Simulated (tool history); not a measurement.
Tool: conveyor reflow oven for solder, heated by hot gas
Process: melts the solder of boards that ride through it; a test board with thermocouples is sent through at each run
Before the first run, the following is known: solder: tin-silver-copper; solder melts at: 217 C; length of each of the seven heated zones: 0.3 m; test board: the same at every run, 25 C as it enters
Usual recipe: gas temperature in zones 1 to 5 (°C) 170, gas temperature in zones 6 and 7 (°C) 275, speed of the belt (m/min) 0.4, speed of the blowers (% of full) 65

run     day  gas temperature in zones 1 to 5 (°C)  gas temperature in zones 6 and 7 (°C)  speed of the belt (m/min)  speed of the blowers (% of full)  highest temperature of the board (°C)  time above the solder's melting point (s)
  1       0                                   170                                    275                        0.4                                65                                  261.1                                       72.8
  2   0.379                                   170                                    275                        0.4                                65                                  260.9                                       72.7
  3   0.654                                   170                                    275                        0.4                                65                                  261.4                                       72.7
  4   0.938                                   170                                    271                        0.4                                65                                  257.1                                         70
  5   1.183                                   170                                    271                        0.4                                65                                  257.4                                       70.1
  6   1.592                                   170                                    275                        0.4                                65                                    261                                       72.7
  7   1.912                                   170                                    275                        0.4                                65                                  261.1                                       72.3
  8   2.154                                   170                                    275                        0.4                                65                                  260.4                                       72.6
  9   2.367                                   170                                    275                        0.4                                65                                  260.8                                       72.3
 10   2.838                                   165                                    275                        0.4                                65                                  259.7                                       69.9
 11    3.25                                   170                                    275                       0.41                                65                                  260.1                                       70.2
 12   3.758                                   170                                    275                       0.41                                65                                  259.8                                         70
 13   4.079                                   170                                    275                       0.41                                65                                  260.1                                       70.1
 14   4.525                                   170                                    275                       0.41                                65                                  259.5                                       70.6
 15   4.833                                   170                                    275                       0.41                                65                                  259.7                                       70.4
 16   5.058                                   170                                    275                       0.41                                65                                  259.3                                       70.3
 17   5.496                                   184                                    275                        0.4                                85                                    267                                       82.1
 18   5.712                                   158                                    284                      0.411                                69                                  266.8                                       70.2
 19   5.954                                   167                                    284                      0.391                                69                                  270.1                                       79.2
 20   6.246                                   176                                    270                      0.464                                67                                  252.3                                       58.6
 21   6.667                                   176                                    270                      0.464                                50                                  247.5                                       52.6
 22   7.067                                   176                                    270                      0.464                                50                                  247.3                                       52.6
 23   7.517                                   170                                    275                      0.343                                65                                  265.7                                       88.9
 24   7.729                                   170                                    275                      0.343                                65                                  265.6                                       89.2
 25   8.112                                   170                                    275                      0.393                                85                                  265.3                                       77.2
 26    8.55                                   170                                    275                      0.393                                85                                  265.3                                       77.8
 27   8.842                                   166                                    275                      0.404                                78                                  262.4                                       71.7
 28   9.342                                   166                                    278                      0.404                                78                                  265.2                                       73.2
 29   9.808                                   166                                    278                      0.404                                78                                  264.9                                       73.4
 30  10.312                                   158                                    274                      0.386                                76                                  261.8                                       71.7
 31  10.696                                   170                                    276                        0.4                                65                                  261.6                                       72.5

Alternative continuations, all from the tool just after run 31; predict every row:
  A  11.017                                   170                                    264                        0.4                                80                                      ?                                          ?
  B  11.017                                   172                                    280                        0.4                                60                                      ?                                          ?
  C  11.017                                   170                                    266                        0.4                                58                                      ?                                          ?

run  highest temperature of the board (°C)  time above the solder's melting point (s)
  A                                  253.2                                         68
  B                                  264.5                                       75.4
  C                                  251.2                                       64.1
Take away the tool's hidden state, keep each run's random variation, and the runs would have read:
run  highest temperature of the board (°C)  time above the solder's melting point (s)
  A                                  252.3                                       67.9
  B                                  263.7                                       74.9
  C                                  250.3                                       63.7

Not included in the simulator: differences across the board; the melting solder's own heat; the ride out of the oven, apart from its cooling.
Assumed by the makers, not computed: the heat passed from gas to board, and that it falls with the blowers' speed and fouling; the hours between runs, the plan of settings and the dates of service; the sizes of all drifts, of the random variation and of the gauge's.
